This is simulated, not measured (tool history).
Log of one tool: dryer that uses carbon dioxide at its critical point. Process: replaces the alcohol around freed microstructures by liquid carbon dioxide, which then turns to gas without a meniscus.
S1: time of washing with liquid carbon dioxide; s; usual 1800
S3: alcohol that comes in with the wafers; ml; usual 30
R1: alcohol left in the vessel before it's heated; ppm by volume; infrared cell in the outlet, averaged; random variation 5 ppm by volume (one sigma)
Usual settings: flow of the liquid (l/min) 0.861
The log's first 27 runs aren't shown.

Run 28, hour 472.6: usual settings but S1 1860 s, flow of the liquid (l/min) 0.536, S3 75 ml. Result: R1 453 ppm by volume.
Run 29, hour 494: usual settings but S1 2040 s, flow of the liquid (l/min) 0.932. Result: R1 69 ppm by volume.
Run 30, hour 514.2: usual settings but S1 2040 s, flow of the liquid (l/min) 0.932. Result: R1 78 ppm by volume.
Run 31, hour 526.1: usual settings but S1 2820 s, flow of the liquid (l/min) 1.136, S3 28 ml. Result: R1 69 ppm by volume.
Run 32, hour 547.9: usual settings but S1 2820 s, flow of the liquid (l/min) 1.136, S3 28 ml. Result: R1 72 ppm by volume.
Run 33, hour 559.4: usual settings but S1 2100 s, flow of the liquid (l/min) 1.05, S3 92 ml. Result: R1 83 ppm by volume.
Run 34, hour 582.1: usual settings but S1 1680 s, flow of the liquid (l/min) 1.334, S3 51 ml. Result: R1 79 ppm by volume.
At hour 589.8: inlet filter changed.
Run 35, hour 604.7: usual settings but flow of the liquid (l/min) 1.364. Result: R1 79 ppm by volume.
Run 36, hour 617.9: usual settings but flow of the liquid (l/min) 1.364. Result: R1 71 ppm by volume.
Run 37, hour 634.2: usual settings but flow of the liquid (l/min) 1.364. Result: R1 70 ppm by volume.
Run 38, hour 656.7: usual settings but S1 1200 s, S3 114 ml. Result: R1 496 ppm by volume.
Run 39, hour 677.3: usual settings but S1 1200 s, S3 114 ml. Result: R1 516 ppm by volume.
Run 40, hour 690.7: usual settings but S1 1200 s, S3 114 ml. Result: R1 508 ppm by volume.
Run 41, hour 705.3: usual settings but S1 1200 s, S3 114 ml. Result: R1 507 ppm by volume.
Run 42, hour 717.3: usual settings but flow of the liquid (l/min) 1.116, S3 42 ml. Result: R1 85 ppm by volume.
Run 43, hour 728.2: usual settings but S1 1320 s, flow of the liquid (l/min) 1.286, S3 41 ml. Result: R1 91 ppm by volume.
Run 44, hour 751.7: usual settings but flow of the liquid (l/min) 1.383. Result: R1 85 ppm by volume.
Run 45, hour 766.7: usual settings but flow of the liquid (l/min) 1.383. Result: R1 90 ppm by volume.
Run 46, hour 787.1: usual settings but flow of the liquid (l/min) 0.627, S3 96 ml. Result: R1 331 ppm by volume.

3 ways to go on from here, each from the tool as it stands after run 46. What would each give?
Run A, hour 808.8: usual settings but S1 2700 s, flow of the liquid (l/min) 0.943. Result: R1 ?.
Run B, hour 808.8: usual settings but S1 1920 s, flow of the liquid (l/min) 1.091. Result: R1 ?.
Run C, hour 808.8: usual settings but S1 1860 s, flow of the liquid (l/min) 0.981, S3 34 ml. Result: R1 ?.

run  R1
  A  86
  B  87
  C  99
Without the tool's hidden state the same runs would have given:
run  R1
  A   6
  B   7
  C  17

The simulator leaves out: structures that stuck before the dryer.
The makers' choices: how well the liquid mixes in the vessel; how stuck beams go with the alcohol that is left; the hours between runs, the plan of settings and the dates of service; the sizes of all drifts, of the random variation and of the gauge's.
